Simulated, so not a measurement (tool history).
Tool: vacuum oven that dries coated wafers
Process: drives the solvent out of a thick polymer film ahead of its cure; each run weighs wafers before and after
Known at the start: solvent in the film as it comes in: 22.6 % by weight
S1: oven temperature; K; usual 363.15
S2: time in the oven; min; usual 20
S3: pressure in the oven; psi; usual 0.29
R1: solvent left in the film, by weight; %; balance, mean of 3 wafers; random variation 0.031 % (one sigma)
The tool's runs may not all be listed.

run 1 hour=0 | S1=363.15 S2=20 S3=0.29 | R1=1.73
run 2 hour=47.3 | S1=363.15 S2=20 S3=0.29 | R1=1.73
run 3 hour=153.7 | S1=363.15 S2=20 S3=0.29 | R1=1.71
run 4 hour=224.3 | S1=363.15 S2=20 S3=0.263 | R1=1.69
run 5 hour=330.2 | S1=363.15 S2=20 S3=0.263 | R1=1.62
run 6 hour=436.4 | S1=363.15 S2=20 S3=0.29 | R1=1.8
run 7 hour=481.3 | S1=363.15 S2=20 S3=0.29 | R1=1.76
run 8 hour=538 | S1=363.15 S2=20 S3=0.29 | R1=1.8
run 9 hour=599.7 | S1=363.15 S2=35 S3=0.29 | R1=1.12
run 10 hour=679.4 | S1=363.15 S2=20 S3=0.29 | R1=1.78
run 11 hour=731.4 | S1=363.15 S2=20 S3=0.29 | R1=1.77
run 12 hour=812.2 | S1=363.15 S2=20 S3=0.16 | R1=1.33
run 13 hour=901.4 | S1=363.15 S2=20 S3=0.29 | R1=1.83
-- hour=910 vacuum gauge cleaned of residue and calibrated
run 14 hour=951.1 | S1=363.15 S2=20 S3=0.29 | R1=1.83
run 15 hour=998.9 | S1=363.15 S2=20 S3=0.29 | R1=1.81
run 16 hour=1058.7 | S1=377.15 S2=20 S3=0.29 | R1=0.65
run 17 hour=1111.4 | S1=377.15 S2=20 S3=0.29 | R1=0.67
run 18 hour=1194.2 | S1=367.15 S2=24 S3=0.29 | R1=1.08
run 19 hour=1267.5 | S1=350.15 S2=24 S3=1.072 | R1=9.16
run 20 hour=1357.5 | S1=377.15 S2=28 S3=0.629 | R1=1.36
-- hour=1367.3 vacuum gauge cleaned of residue and calibrated, once more
-- hour=1397.6 oven's thermocouples calibrated
run 21 hour=1442.7 | S1=363.15 S2=20 S3=0.231 | R1=1.53
run 22 hour=1529.7 | S1=363.15 S2=20 S3=0.231 | R1=1.55
run 23 hour=1585.5 | S1=375.15 S2=20 S3=0.231 | R1=0.58
run 24 hour=1647.2 | S1=363.15 S2=17 S3=0.29 | R1=2.2
run 25 hour=1706 | S1=350.15 S2=12 S3=0.719 | R1=10.96
run 26 hour=1786.9 | S1=350.15 S2=12 S3=0.719 | R1=10.97
run 27 hour=1843.6 | S1=350.15 S2=12 S3=0.719 | R1=10.87
run 28 hour=1940.5 | S1=351.15 S2=20 S3=1.085 | R1=9.54
run 29 hour=2005.5 | S1=363.15 S2=35 S3=0.299 | R1=1.15
run 30 hour=2059.8 | S1=366.15 S2=20 S3=0.657 | R1=2.49

4 ways to go on from here, each from the tool as it stands after run 30. What would each give?
run A hour=2133.6 | S1=360.15 S2=18 S3=0.525 | R1=?
run B hour=2133.6 | S1=363.15 S2=16 S3=0.155 | R1=?
run C hour=2133.6 | S1=376.15 S2=13 S3=0.152 | R1=?
run D hour=2133.6 | S1=360.15 S2=26 S3=0.183 | R1=?

run=A R1=3.75
run=B R1=2.03
run=C R1=0.59
run=D R1=1.4
Without the tool's hidden state the same runs would have given:
run=A R1=3.6
run=B R1=1.92
run=C R1=0.55
run=D R1=1.31
